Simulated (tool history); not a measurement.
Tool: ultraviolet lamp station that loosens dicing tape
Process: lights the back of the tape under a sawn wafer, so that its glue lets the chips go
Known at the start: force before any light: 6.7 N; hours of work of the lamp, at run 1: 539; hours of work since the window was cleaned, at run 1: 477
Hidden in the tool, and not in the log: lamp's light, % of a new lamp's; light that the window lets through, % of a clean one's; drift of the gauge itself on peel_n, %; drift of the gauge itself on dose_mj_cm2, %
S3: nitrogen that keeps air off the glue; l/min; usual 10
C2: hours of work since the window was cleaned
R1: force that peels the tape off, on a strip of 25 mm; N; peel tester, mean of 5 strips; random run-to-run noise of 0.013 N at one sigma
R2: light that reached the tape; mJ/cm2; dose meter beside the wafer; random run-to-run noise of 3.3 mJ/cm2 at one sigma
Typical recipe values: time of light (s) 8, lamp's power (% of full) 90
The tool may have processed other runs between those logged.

run 1 hour=0.0 | time_of_light_(s)=8 lamp's_power_(%_of_full)=90 S3=10 | hours_of_work_of_the_lamp=539 C2=477 | R1=0.881 R2=411
-- hour=27.8 window cleaned of glue's vapour
run 2 hour=59.2 | time_of_light_(s)=8 lamp's_power_(%_of_full)=80 S3=10 | hours_of_work_of_the_lamp=577 C2=20 | R1=0.898 R2=397
run 3 hour=141.5 | time_of_light_(s)=8 lamp's_power_(%_of_full)=80 S3=10 | hours_of_work_of_the_lamp=629 C2=73 | R1=0.978 R2=392
run 4 hour=192.6 | time_of_light_(s)=8 lamp's_power_(%_of_full)=90 S3=15 | hours_of_work_of_the_lamp=662 C2=105 | R1=0.650 R2=437
run 5 hour=279.4 | time_of_light_(s)=8 lamp's_power_(%_of_full)=90 S3=15 | hours_of_work_of_the_lamp=718 C2=161 | R1=0.661 R2=426
run 6 hour=353.5 | time_of_light_(s)=8 lamp's_power_(%_of_full)=90 S3=10 | hours_of_work_of_the_lamp=765 C2=208 | R1=0.880 R2=416
run 7 hour=406.8 | time_of_light_(s)=8 lamp's_power_(%_of_full)=90 S3=10 | hours_of_work_of_the_lamp=799 C2=242 | R1=0.871 R2=410
run 8 hour=460.8 | time_of_light_(s)=8 lamp's_power_(%_of_full)=90 S3=10 | hours_of_work_of_the_lamp=834 C2=277 | R1=0.868 R2=396
run 9 hour=502.4 | time_of_light_(s)=8 lamp's_power_(%_of_full)=90 S3=10 | hours_of_work_of_the_lamp=860 C2=304 | R1=0.935 R2=395
run 10 hour=587.3 | time_of_light_(s)=8 lamp's_power_(%_of_full)=90 S3=10 | hours_of_work_of_the_lamp=914 C2=358 | R1=0.984 R2=390
run 11 hour=641.4 | time_of_light_(s)=8 lamp's_power_(%_of_full)=90 S3=10 | hours_of_work_of_the_lamp=949 C2=392 | R1=1.016 R2=382
run 12 hour=712.8 | time_of_light_(s)=8 lamp's_power_(%_of_full)=90 S3=10 | hours_of_work_of_the_lamp=995 C2=438 | R1=1.020 R2=370
run 13 hour=781.6 | time_of_light_(s)=8 lamp's_power_(%_of_full)=90 S3=10 | hours_of_work_of_the_lamp=1039 C2=482 | R1=1.071 R2=364
-- hour=801.2 window cleaned of glue's vapour
run 14 hour=829.9 | time_of_light_(s)=9 lamp's_power_(%_of_full)=92 S3=7 | hours_of_work_of_the_lamp=1069 C2=18 | R1=0.901 R2=465
run 15 hour=865.4 | time_of_light_(s)=16 lamp's_power_(%_of_full)=92 S3=3 | hours_of_work_of_the_lamp=1092 C2=41 | R1=0.592 R2=821
run 16 hour=914.6 | time_of_light_(s)=16 lamp's_power_(%_of_full)=92 S3=3 | hours_of_work_of_the_lamp=1124 C2=73 | R1=0.609 R2=808
run 17 hour=955.1 | time_of_light_(s)=6 lamp's_power_(%_of_full)=97 S3=5 | hours_of_work_of_the_lamp=1149 C2=98 | R1=1.885 R2=316
run 18 hour=1039.6 | time_of_light_(s)=6 lamp's_power_(%_of_full)=97 S3=5 | hours_of_work_of_the_lamp=1203 C2=152 | R1=2.040 R2=310
run 19 hour=1092.8 | time_of_light_(s)=5 lamp's_power_(%_of_full)=90 S3=7 | hours_of_work_of_the_lamp=1237 C2=186 | R1=2.314 R2=235
run 20 hour=1174.7 | time_of_light_(s)=5 lamp's_power_(%_of_full)=90 S3=7 | hours_of_work_of_the_lamp=1290 C2=239 | R1=2.386 R2=227
run 21 hour=1244.0 | time_of_light_(s)=5 lamp's_power_(%_of_full)=90 S3=7 | hours_of_work_of_the_lamp=1334 C2=283 | R1=2.430 R2=228
run 22 hour=1318.5 | time_of_light_(s)=5 lamp's_power_(%_of_full)=61 S3=8 | hours_of_work_of_the_lamp=1382 C2=331 | R1=3.240 R2=148
run 23 hour=1360.7 | time_of_light_(s)=12 lamp's_power_(%_of_full)=95 S3=4 | hours_of_work_of_the_lamp=1409 C2=358 | R1=0.968 R2=547
run 24 hour=1406.9 | time_of_light_(s)=12 lamp's_power_(%_of_full)=90 S3=5 | hours_of_work_of_the_lamp=1438 C2=387 | R1=0.967 R2=506
run 25 hour=1486.5 | time_of_light_(s)=6 lamp's_power_(%_of_full)=88 S3=3 | hours_of_work_of_the_lamp=1489 C2=438 | R1=2.997 R2=244

Below are 4 alternative next runs, each starting from the tool's condition after run 25. Predict each:
run A hour=1561.0 | time_of_light_(s)=15 lamp's_power_(%_of_full)=60 S3=3 | hours_of_work_of_the_lamp=1537 C2=486 | R1=? R2=?
run B hour=1561.0 | time_of_light_(s)=9 lamp's_power_(%_of_full)=88 S3=5 | hours_of_work_of_the_lamp=1537 C2=486 | R1=? R2=?
run C hour=1561.0 | time_of_light_(s)=15 lamp's_power_(%_of_full)=71 S3=4 | hours_of_work_of_the_lamp=1537 C2=486 | R1=? R2=?
run D hour=1561.0 | time_of_light_(s)=12 lamp's_power_(%_of_full)=90 S3=10 | hours_of_work_of_the_lamp=1537 C2=486 | R1=? R2=?

run=A R1=1.824 R2=408
run=B R1=1.611 R2=352
run=C R1=1.271 R2=471
run=D R1=0.632 R2=477
The same runs, with their run-to-run variation unchanged, on a tool lacking any hidden condition would have given:
run=A R1=0.906 R2=652
run=B R1=0.777 R2=564
run=C R1=0.559 R2=758
run=D R1=0.276 R2=764

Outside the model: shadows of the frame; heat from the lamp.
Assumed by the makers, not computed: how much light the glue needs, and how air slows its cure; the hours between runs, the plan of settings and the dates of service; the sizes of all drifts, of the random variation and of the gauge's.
